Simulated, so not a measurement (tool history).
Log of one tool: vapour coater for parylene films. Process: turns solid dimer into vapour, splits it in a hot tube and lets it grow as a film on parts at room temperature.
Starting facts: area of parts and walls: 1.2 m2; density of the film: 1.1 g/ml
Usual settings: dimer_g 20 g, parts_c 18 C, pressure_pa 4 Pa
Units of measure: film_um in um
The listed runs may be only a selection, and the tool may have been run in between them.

run,hour,dimer_g,parts_c,pressure_pa,film_um
1,0,20,18,4,8.43
2,17.1,20,18,4,8.25
3,43.2,20,18,4,8.25
4,69.9,20,18,4,8.14
5,90.4,16,18,4,6.41
6,104.5,16,18,4,6.43
7,122.1,20,18,4,7.93
8,141.1,20,18,4,7.91
9,169,20,18,10.96,7.27
10,193.6,20,18,8.64,7.28
11,224,20,18,4,7.51
12,238.6,20,18,4,7.63
# hour 245.4: trap's valve overhauled
13,271.7,20,18,4,8.83
14,293.7,20,18,4,8.73
15,324.1,20,18,4,8.69
16,339.5,9,18,4,3.9
17,361.6,9,18,4,3.79
18,390.1,9,18,4,3.75
19,422.1,17,24,2.32,5.83
20,443.8,15,11,4,8.07
21,464.7,15,11,4,7.96

Run 22 has not been measured yet. What should we expect?
22,487.8,22,11,4,?

Run 22 measured film_um 11.56 um.
Without the tool's hidden state the same run would have given film_um 13.05 um.
